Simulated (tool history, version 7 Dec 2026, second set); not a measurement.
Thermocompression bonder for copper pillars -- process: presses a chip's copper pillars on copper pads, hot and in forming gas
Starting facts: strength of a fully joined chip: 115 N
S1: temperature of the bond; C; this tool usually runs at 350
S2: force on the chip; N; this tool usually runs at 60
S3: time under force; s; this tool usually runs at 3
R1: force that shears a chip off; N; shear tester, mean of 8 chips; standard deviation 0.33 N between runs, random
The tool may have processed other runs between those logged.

| run | hour | S1 | S2 | S3 | R1 |
|---|---|---|---|---|---|
| 1 | 0 | 350 | 60 | 3 | 48.2 |
| 2 | 5.1 | 350 | 60 | 3 | 49.1 |
| 3 | 11.6 | 350 | 60 | 3 | 49 |
| 4 | 17.7 | 350 | 60 | 3 | 49.4 |
| 5 | 29.1 | 350 | 60 | 3 | 48.9 |
| 6 | 37.3 | 350 | 60 | 3 | 48.7 |
| 7 | 47.7 | 380 | 90 | 2 | 76.5 |

Predict the results of run 8:
| 8 | 58.3 | 331 | 75 | 3 | ? |

{"run 8": {"R1": 46}}
With the hidden condition absent and the run-to-run variation left alone, this run would have shown R1 45.9 N.
